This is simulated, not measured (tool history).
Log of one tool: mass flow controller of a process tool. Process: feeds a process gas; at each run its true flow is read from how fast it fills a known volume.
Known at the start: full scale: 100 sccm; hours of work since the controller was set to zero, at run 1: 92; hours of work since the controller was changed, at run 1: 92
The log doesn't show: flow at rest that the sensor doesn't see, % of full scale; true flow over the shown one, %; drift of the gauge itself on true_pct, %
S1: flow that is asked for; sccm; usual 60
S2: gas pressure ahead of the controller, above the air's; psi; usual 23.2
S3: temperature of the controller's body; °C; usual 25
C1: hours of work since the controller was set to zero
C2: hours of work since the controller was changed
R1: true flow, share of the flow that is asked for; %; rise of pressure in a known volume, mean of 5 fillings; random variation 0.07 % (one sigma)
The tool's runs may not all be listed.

run 1 hour=0 | S1=60 S2=23.2 S3=25 | C1=92 C2=92 | R1=99.43
run 2 hour=47.8 | S1=60 S2=23.2 S3=25 | C1=110 C2=110 | R1=99.61
run 3 hour=115.8 | S1=60 S2=23.2 S3=25 | C1=135 C2=135 | R1=99.52
run 4 hour=205.3 | S1=82 S2=23.2 S3=25 | C1=169 C2=169 | R1=99.76
run 5 hour=285.4 | S1=82 S2=23.2 S3=25 | C1=200 C2=200 | R1=99.73
run 6 hour=336.9 | S1=82 S2=23.2 S3=25 | C1=219 C2=219 | R1=99.74
run 7 hour=415.2 | S1=60 S2=23.2 S3=25 | C1=249 C2=249 | R1=99.41
run 8 hour=493.1 | S1=60 S2=23.2 S3=25 | C1=278 C2=278 | R1=99.46
run 9 hour=558.2 | S1=60 S2=23.2 S3=25 | C1=303 C2=303 | R1=99.47
run 10 hour=638.6 | S1=60 S2=23.2 S3=34 | C1=333 C2=333 | R1=99.69
run 11 hour=687.9 | S1=60 S2=23.2 S3=34 | C1=352 C2=352 | R1=99.76
run 12 hour=757.8 | S1=60 S2=23.2 S3=34 | C1=378 C2=378 | R1=99.82
run 13 hour=799.2 | S1=91 S2=37.3 S3=28 | C1=394 C2=394 | R1=100.5

Forecast run 14:
run 14 hour=889.8 | S1=28 S2=24.1 S3=22 | C1=428 C2=428 | R1=?

Run 14 gave R1 99.13 %.
Without the tool's hidden state the same run would have given R1 98.78 %.

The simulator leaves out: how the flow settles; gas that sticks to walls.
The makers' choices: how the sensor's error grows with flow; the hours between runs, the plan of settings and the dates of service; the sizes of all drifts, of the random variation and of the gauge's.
